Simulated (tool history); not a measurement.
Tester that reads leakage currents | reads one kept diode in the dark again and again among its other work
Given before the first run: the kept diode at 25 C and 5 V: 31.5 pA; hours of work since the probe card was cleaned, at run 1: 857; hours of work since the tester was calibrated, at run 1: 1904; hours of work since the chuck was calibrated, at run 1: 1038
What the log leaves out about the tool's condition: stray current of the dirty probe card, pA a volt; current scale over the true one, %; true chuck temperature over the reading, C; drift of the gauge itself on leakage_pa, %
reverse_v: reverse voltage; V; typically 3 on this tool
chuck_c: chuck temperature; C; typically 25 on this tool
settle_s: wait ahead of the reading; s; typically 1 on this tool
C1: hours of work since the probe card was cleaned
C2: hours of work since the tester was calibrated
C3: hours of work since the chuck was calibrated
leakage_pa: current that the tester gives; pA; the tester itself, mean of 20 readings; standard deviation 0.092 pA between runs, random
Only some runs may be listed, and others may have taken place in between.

run 1 hour=0 | reverse_v=3 chuck_c=25 settle_s=1 | C1=857 C2=1904 C3=1038 | leakage_pa=27.18
run 2 hour=128.5 | reverse_v=3 chuck_c=25 settle_s=1 | C1=942 C2=1989 C3=1122 | leakage_pa=27.6
run 3 hour=343.4 | reverse_v=3 chuck_c=25 settle_s=1 | C1=1084 C2=2131 C3=1264 | leakage_pa=27.73
run 4 hour=540.2 | reverse_v=3 chuck_c=25 settle_s=1 | C1=1213 C2=2260 C3=1394 | leakage_pa=28.19
run 5 hour=715.9 | reverse_v=3 chuck_c=24 settle_s=1 | C1=1329 C2=2376 C3=1510 | leakage_pa=26.19
-- hour=936 chuck's temperature calibrated
run 6 hour=946.4 | reverse_v=3 chuck_c=24 settle_s=1 | C1=1480 C2=2527 C3=7 | leakage_pa=25.26
run 7 hour=1201.9 | reverse_v=3 chuck_c=24 settle_s=1 | C1=1648 C2=2696 C3=175 | leakage_pa=25.57
run 8 hour=1462.1 | reverse_v=1.84 chuck_c=25 settle_s=1 | C1=1820 C2=2867 C3=347 | leakage_pa=21.6
run 9 hour=1713.7 | reverse_v=1.15 chuck_c=25 settle_s=1 | C1=1986 C2=3033 C3=513 | leakage_pa=17.01
-- hour=1729.2 tester calibrated
run 10 hour=1895 | reverse_v=3 chuck_c=25 settle_s=1 | C1=2104 C2=109 C3=631 | leakage_pa=29.22
run 11 hour=2003.2 | reverse_v=14.28 chuck_c=25 settle_s=1 | C1=2176 C2=181 C3=703 | leakage_pa=72.33
run 12 hour=2133.9 | reverse_v=3 chuck_c=30 settle_s=1 | C1=2262 C2=267 C3=789 | leakage_pa=43.23
run 13 hour=2273.2 | reverse_v=3 chuck_c=30 settle_s=1 | C1=2354 C2=359 C3=881 | leakage_pa=43.61
run 14 hour=2448.4 | reverse_v=3 chuck_c=25 settle_s=1.95 | C1=2469 C2=474 C3=996 | leakage_pa=29.33
run 15 hour=2649.3 | reverse_v=3 chuck_c=25 settle_s=1.04 | C1=2602 C2=607 C3=1129 | leakage_pa=30.12
run 16 hour=2790.1 | reverse_v=3 chuck_c=25 settle_s=1.04 | C1=2695 C2=700 C3=1222 | leakage_pa=30.49
run 17 hour=2931.1 | reverse_v=10.3 chuck_c=25 settle_s=1 | C1=2788 C2=793 C3=1315 | leakage_pa=63.48
run 18 hour=3135.6 | reverse_v=3 chuck_c=25 settle_s=1 | C1=2922 C2=928 C3=1449 | leakage_pa=31
run 19 hour=3290.6 | reverse_v=3 chuck_c=25 settle_s=1 | C1=3025 C2=1030 C3=1552 | leakage_pa=31.19
-- hour=3447.7 chuck's temperature calibrated
run 20 hour=3455.9 | reverse_v=3 chuck_c=54 settle_s=1 | C1=3132 C2=1137 C3=5 | leakage_pa=265.75
run 21 hour=3663.2 | reverse_v=3 chuck_c=54 settle_s=1 | C1=3269 C2=1274 C3=142 | leakage_pa=267.56
run 22 hour=3783.6 | reverse_v=5.47 chuck_c=36 settle_s=0.31 | C1=3349 C2=1354 C3=222 | leakage_pa=99.79
run 23 hour=4019.7 | reverse_v=5.47 chuck_c=36 settle_s=0.31 | C1=3504 C2=1509 C3=377 | leakage_pa=100.68
-- hour=4155 probe card cleaned and baked
run 24 hour=4179.5 | reverse_v=5.47 chuck_c=36 settle_s=0.31 | C1=16 C2=1613 C3=481 | leakage_pa=92.63
run 25 hour=4410.6 | reverse_v=5.47 chuck_c=36 settle_s=0.31 | C1=169 C2=1765 C3=633 | leakage_pa=92.99
run 26 hour=4652.6 | reverse_v=7.11 chuck_c=22 settle_s=0.35 | C1=328 C2=1925 C3=793 | leakage_pa=37.8
run 27 hour=4880.6 | reverse_v=1.39 chuck_c=35 settle_s=7.89 | C1=479 C2=2075 C3=943 | leakage_pa=41.73
run 28 hour=5082.1 | reverse_v=6.45 chuck_c=25 settle_s=3.52 | C1=611 C2=2208 C3=1076 | leakage_pa=39.43
run 29 hour=5206 | reverse_v=9.15 chuck_c=28 settle_s=1.31 | C1=693 C2=2290 C3=1158 | leakage_pa=62.55
run 30 hour=5411.8 | reverse_v=9.15 chuck_c=28 settle_s=1.31 | C1=829 C2=2426 C3=1293 | leakage_pa=63.44

Predict the results of run 31:
run 31 hour=5638.4 | reverse_v=9.15 chuck_c=28 settle_s=1.31 | C1=978 C2=2575 C3=1443 | leakage_pa=?

Run 31 produced leakage_pa 64.93 pA.
Were there no unlogged condition in the tool, this run, its random variation unchanged, would have produced leakage_pa 58.2 pA.
